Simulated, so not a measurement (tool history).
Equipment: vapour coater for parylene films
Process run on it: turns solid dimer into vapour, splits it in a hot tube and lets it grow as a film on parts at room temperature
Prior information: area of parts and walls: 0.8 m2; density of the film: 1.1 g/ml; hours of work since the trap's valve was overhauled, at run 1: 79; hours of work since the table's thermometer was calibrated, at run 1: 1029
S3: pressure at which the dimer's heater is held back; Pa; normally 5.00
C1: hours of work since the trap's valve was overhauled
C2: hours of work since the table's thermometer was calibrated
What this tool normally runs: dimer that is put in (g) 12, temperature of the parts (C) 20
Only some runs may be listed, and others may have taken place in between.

{"run": 1, "hour": 0.0, "dimer that is put in (g)": 12, "temperature of the parts (C)": 20, "S3": 5.0, "C1": 79, "C2": 1029, "thickness of the film (nm)": 9680}
{"run": 2, "hour": 27.5, "dimer that is put in (g)": 12, "temperature of the parts (C)": 20, "S3": 5.0, "C1": 100, "C2": 1050, "thickness of the film (nm)": 9770}
{"run": 3, "hour": 59.1, "dimer that is put in (g)": 12, "temperature of the parts (C)": 20, "S3": 5.0, "C1": 124, "C2": 1074, "thickness of the film (nm)": 9900}
{"run": 4, "hour": 90.1, "dimer that is put in (g)": 9, "temperature of the parts (C)": 20, "S3": 5.0, "C1": 147, "C2": 1098, "thickness of the film (nm)": 7380}
{"run": 5, "hour": 108.3, "dimer that is put in (g)": 12, "temperature of the parts (C)": 20, "S3": 3.1, "C1": 161, "C2": 1112, "thickness of the film (nm)": 10360}
{"run": 6, "hour": 131.7, "dimer that is put in (g)": 12, "temperature of the parts (C)": 22, "S3": 5.0, "C1": 179, "C2": 1129, "thickness of the film (nm)": 9050}
{"run": 7, "hour": 165.5, "dimer that is put in (g)": 12, "temperature of the parts (C)": 20, "S3": 5.0, "C1": 205, "C2": 1155, "thickness of the film (nm)": 9930}
{"hour": 192.1, "done": "trap's valve overhauled"}
{"run": 8, "hour": 196.7, "dimer that is put in (g)": 12, "temperature of the parts (C)": 20, "S3": 5.0, "C1": 4, "C2": 1176, "thickness of the film (nm)": 9890}
{"run": 9, "hour": 229.8, "dimer that is put in (g)": 12, "temperature of the parts (C)": 20, "S3": 5.0, "C1": 29, "C2": 1201, "thickness of the film (nm)": 9880}
{"run": 10, "hour": 249.8, "dimer that is put in (g)": 12, "temperature of the parts (C)": 20, "S3": 5.0, "C1": 44, "C2": 1216, "thickness of the film (nm)": 10000}
{"run": 11, "hour": 282.9, "dimer that is put in (g)": 12, "temperature of the parts (C)": 20, "S3": 5.0, "C1": 69, "C2": 1242, "thickness of the film (nm)": 9850}
{"run": 12, "hour": 315.7, "dimer that is put in (g)": 12, "temperature of the parts (C)": 20, "S3": 5.0, "C1": 94, "C2": 1267, "thickness of the film (nm)": 9860}
{"run": 13, "hour": 345.6, "dimer that is put in (g)": 12, "temperature of the parts (C)": 20, "S3": 5.0, "C1": 117, "C2": 1289, "thickness of the film (nm)": 9850}
{"run": 14, "hour": 375.8, "dimer that is put in (g)": 12, "temperature of the parts (C)": 20, "S3": 5.0, "C1": 140, "C2": 1312, "thickness of the film (nm)": 9870}
{"run": 15, "hour": 411.6, "dimer that is put in (g)": 12, "temperature of the parts (C)": 20, "S3": 2.73, "C1": 167, "C2": 1340, "thickness of the film (nm)": 10610}
{"run": 16, "hour": 444.9, "dimer that is put in (g)": 12, "temperature of the parts (C)": 20, "S3": 5.0, "C1": 193, "C2": 1365, "thickness of the film (nm)": 9840}
{"run": 17, "hour": 479.8, "dimer that is put in (g)": 12, "temperature of the parts (C)": 20, "S3": 5.0, "C1": 219, "C2": 1392, "thickness of the film (nm)": 9790}
{"hour": 483.5, "done": "table's thermometer calibrated"}
{"hour": 490.1, "done": "trap's valve overhauled"}
{"run": 18, "hour": 501.5, "dimer that is put in (g)": 12, "temperature of the parts (C)": 20, "S3": 5.0, "C1": 9, "C2": 11, "thickness of the film (nm)": 9850}
{"run": 19, "hour": 536.6, "dimer that is put in (g)": 12, "temperature of the parts (C)": 20, "S3": 5.0, "C1": 35, "C2": 37, "thickness of the film (nm)": 9910}
{"run": 20, "hour": 561.8, "dimer that is put in (g)": 12, "temperature of the parts (C)": 20, "S3": 5.0, "C1": 55, "C2": 57, "thickness of the film (nm)": 9910}
{"run": 21, "hour": 582.6, "dimer that is put in (g)": 12, "temperature of the parts (C)": 20, "S3": 5.0, "C1": 70, "C2": 72, "thickness of the film (nm)": 9770}
{"run": 22, "hour": 611.7, "dimer that is put in (g)": 12, "temperature of the parts (C)": 20, "S3": 5.0, "C1": 93, "C2": 95, "thickness of the film (nm)": 9800}
{"run": 23, "hour": 641.5, "dimer that is put in (g)": 12, "temperature of the parts (C)": 20, "S3": 5.0, "C1": 115, "C2": 117, "thickness of the film (nm)": 9880}
{"run": 24, "hour": 668.2, "dimer that is put in (g)": 12, "temperature of the parts (C)": 20, "S3": 5.0, "C1": 136, "C2": 138, "thickness of the film (nm)": 9860}
{"run": 25, "hour": 694.3, "dimer that is put in (g)": 12, "temperature of the parts (C)": 20, "S3": 5.0, "C1": 155, "C2": 157, "thickness of the film (nm)": 9760}
{"run": 26, "hour": 731.9, "dimer that is put in (g)": 12, "temperature of the parts (C)": 20, "S3": 3.18, "C1": 184, "C2": 186, "thickness of the film (nm)": 10420}
{"run": 27, "hour": 751.2, "dimer that is put in (g)": 12, "temperature of the parts (C)": 14, "S3": 2.18, "C1": 199, "C2": 201, "thickness of the film (nm)": 13290}
{"run": 28, "hour": 767.2, "dimer that is put in (g)": 12, "temperature of the parts (C)": 14, "S3": 2.18, "C1": 211, "C2": 213, "thickness of the film (nm)": 13300}
{"hour": 786.1, "done": "trap's valve overhauled"}
{"run": 29, "hour": 793.9, "dimer that is put in (g)": 12, "temperature of the parts (C)": 14, "S3": 2.18, "C1": 6, "C2": 230, "thickness of the film (nm)": 13190}
{"run": 30, "hour": 828.6, "dimer that is put in (g)": 6, "temperature of the parts (C)": 25, "S3": 7.9, "C1": 32, "C2": 257, "thickness of the film (nm)": 3800}
{"run": 31, "hour": 844.5, "dimer that is put in (g)": 6, "temperature of the parts (C)": 25, "S3": 7.9, "C1": 45, "C2": 269, "thickness of the film (nm)": 3770}
{"run": 32, "hour": 870.4, "dimer that is put in (g)": 11, "temperature of the parts (C)": 25, "S3": 2.26, "C1": 64, "C2": 289, "thickness of the film (nm)": 8080}
{"run": 33, "hour": 893.4, "dimer that is put in (g)": 8, "temperature of the parts (C)": 20, "S3": 2.93, "C1": 82, "C2": 306, "thickness of the film (nm)": 6940}
{"run": 34, "hour": 918.5, "dimer that is put in (g)": 8, "temperature of the parts (C)": 20, "S3": 2.55, "C1": 101, "C2": 325, "thickness of the film (nm)": 7080}

Forecast run 35:
{"run": 35, "hour": 940.4, "dimer that is put in (g)": 21, "temperature of the parts (C)": 20, "S3": 5.0, "C1": 118, "C2": 342, "thickness of the film (nm)": "?"}

Run 35 yielded thickness of the film (nm) 17020.
With no hidden state in the tool, this same run would have given thickness of the film (nm) 17080.

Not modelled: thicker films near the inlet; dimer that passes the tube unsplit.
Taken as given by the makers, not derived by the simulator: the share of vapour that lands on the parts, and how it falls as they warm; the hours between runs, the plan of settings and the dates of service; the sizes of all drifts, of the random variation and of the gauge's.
